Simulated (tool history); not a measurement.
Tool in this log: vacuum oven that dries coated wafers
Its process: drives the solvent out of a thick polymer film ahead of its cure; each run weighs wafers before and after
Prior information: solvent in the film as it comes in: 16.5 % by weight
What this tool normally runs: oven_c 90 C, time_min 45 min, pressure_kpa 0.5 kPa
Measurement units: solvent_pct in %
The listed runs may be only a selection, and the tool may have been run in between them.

run 1 hour=0 | oven_c=90 time_min=45 pressure_kpa=0.5 | solvent_pct=3
run 2 hour=38.7 | oven_c=90 time_min=45 pressure_kpa=0.5 | solvent_pct=2.96
run 3 hour=74.1 | oven_c=90 time_min=45 pressure_kpa=1.44 | solvent_pct=3.49
run 4 hour=99.9 | oven_c=96 time_min=45 pressure_kpa=0.5 | solvent_pct=1.72
run 5 hour=135.9 | oven_c=90 time_min=45 pressure_kpa=0.377 | solvent_pct=3.03
run 6 hour=174.5 | oven_c=90 time_min=45 pressure_kpa=0.377 | solvent_pct=2.99
run 7 hour=219.6 | oven_c=90 time_min=45 pressure_kpa=0.377 | solvent_pct=3.06
run 8 hour=265.4 | oven_c=90 time_min=45 pressure_kpa=0.5 | solvent_pct=3.11
run 9 hour=289 | oven_c=90 time_min=49 pressure_kpa=0.5 | solvent_pct=2.77
run 10 hour=332.1 | oven_c=90 time_min=49 pressure_kpa=0.5 | solvent_pct=2.85
run 11 hour=380.3 | oven_c=90 time_min=24 pressure_kpa=0.5 | solvent_pct=6.18
run 12 hour=429.2 | oven_c=85 time_min=24 pressure_kpa=0.5 | solvent_pct=7.61
run 13 hour=471.6 | oven_c=90 time_min=45 pressure_kpa=0.5 | solvent_pct=3.21
run 14 hour=511.4 | oven_c=90 time_min=45 pressure_kpa=0.472 | solvent_pct=3.21
run 15 hour=545.7 | oven_c=90 time_min=45 pressure_kpa=0.472 | solvent_pct=3.17
run 16 hour=585.3 | oven_c=89 time_min=50 pressure_kpa=1.823 | solvent_pct=3.62
run 17 hour=627.3 | oven_c=86 time_min=36 pressure_kpa=0.387 | solvent_pct=5.45
run 18 hour=673.4 | oven_c=86 time_min=36 pressure_kpa=0.387 | solvent_pct=5.46
run 19 hour=705.3 | oven_c=86 time_min=27 pressure_kpa=0.75 | solvent_pct=7.03
run 20 hour=726.8 | oven_c=81 time_min=45 pressure_kpa=1.017 | solvent_pct=6.39
run 21 hour=773 | oven_c=92 time_min=45 pressure_kpa=0.5 | solvent_pct=2.84
run 22 hour=822.9 | oven_c=87 time_min=49 pressure_kpa=1.948 | solvent_pct=4.4
run 23 hour=869.9 | oven_c=99 time_min=25 pressure_kpa=0.31 | solvent_pct=3.43
run 24 hour=896.3 | oven_c=101 time_min=61 pressure_kpa=1.369 | solvent_pct=0.91
run 25 hour=935.5 | oven_c=101 time_min=44 pressure_kpa=0.999 | solvent_pct=1.35
run 26 hour=974.8 | oven_c=101 time_min=44 pressure_kpa=0.999 | solvent_pct=1.17
run 27 hour=1013.5 | oven_c=90 time_min=27 pressure_kpa=1.597 | solvent_pct=6.13
run 28 hour=1047.1 | oven_c=97 time_min=57 pressure_kpa=1.597 | solvent_pct=1.41
run 29 hour=1086.5 | oven_c=97 time_min=57 pressure_kpa=1.597 | solvent_pct=1.6

Each run again, without the hidden state but with its own random variation kept:
Hidden conditions of the tool in this case: true wafer temperature over the reading, C; true pressure over the reading, kPa; drift of the gauge itself on solvent_pct, %.
run=1 solvent_pct=2.6
run=2 solvent_pct=2.55
run=3 solvent_pct=3.05
run=4 solvent_pct=1.39
run=5 solvent_pct=2.57
run=6 solvent_pct=2.52
run=7 solvent_pct=2.57
run=8 solvent_pct=2.6
run=9 solvent_pct=2.27
run=10 solvent_pct=2.32
run=11 solvent_pct=5.61
run=12 solvent_pct=7.03
run=13 solvent_pct=2.62
run=14 solvent_pct=2.6
run=15 solvent_pct=2.56
run=16 solvent_pct=2.96
run=17 solvent_pct=4.73
run=18 solvent_pct=4.71
run=19 solvent_pct=6.3
run=20 solvent_pct=5.55
run=21 solvent_pct=2.18
run=22 solvent_pct=3.6
run=23 solvent_pct=2.75
run=24 solvent_pct=0.61
run=25 solvent_pct=0.92
run=26 solvent_pct=0.72
run=27 solvent_pct=5.28
run=28 solvent_pct=0.91
run=29 solvent_pct=1.09

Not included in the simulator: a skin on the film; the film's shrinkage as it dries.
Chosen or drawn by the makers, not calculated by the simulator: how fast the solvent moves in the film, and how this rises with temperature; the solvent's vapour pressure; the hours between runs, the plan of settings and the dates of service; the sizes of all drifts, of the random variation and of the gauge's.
